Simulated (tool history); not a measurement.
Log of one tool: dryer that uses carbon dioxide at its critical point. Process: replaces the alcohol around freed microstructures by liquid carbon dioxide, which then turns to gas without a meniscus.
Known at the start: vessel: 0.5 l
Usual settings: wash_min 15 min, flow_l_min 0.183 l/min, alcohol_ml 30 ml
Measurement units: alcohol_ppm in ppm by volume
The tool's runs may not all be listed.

run   hour  wash_min  flow_l_min  alcohol_ml  alcohol_ppm
  1    0.0        15       0.183          30          554
  2   11.5        15       0.183          30          556
  3   29.9        15       0.183          30          585
  4   44.1        15       0.137          30         1989
  5   57.1        15       0.137          30         1962
  6   74.0        15       0.137          30         1987
  7   89.7        15       0.137          30         2043
  8  100.9        15       0.137          30         2003
  9  118.6        15       0.137          30         2072
 10  135.1        18       0.233          22           68
 11  146.7        17       0.157          22          562
 12  168.3        10       0.154          47         7261
 13  187.0        18       0.301         102           53
 14  207.6        21       0.223          45           64
 15  221.2        21       0.223          45           67
 16  242.0        22       0.226          24           49

5 ways to go on from here, each from the tool as it stands after run 16. What would each give?
  A  264.2        11       0.183          71            ?
  B  264.2        15       0.127          32            ?
  C  264.2        10       0.152          21            ?
  D  264.2        15       0.226          24            ?
  E  264.2        22       0.226          24            ?

run  alcohol_ppm
  A         5406
  B         3019
  C         3737
  D          216
  E           53
Without the tool's hidden state the same runs would have given:
run  alcohol_ppm
  A         3797
  B         2173
  C         2860
  D          106
  E           14
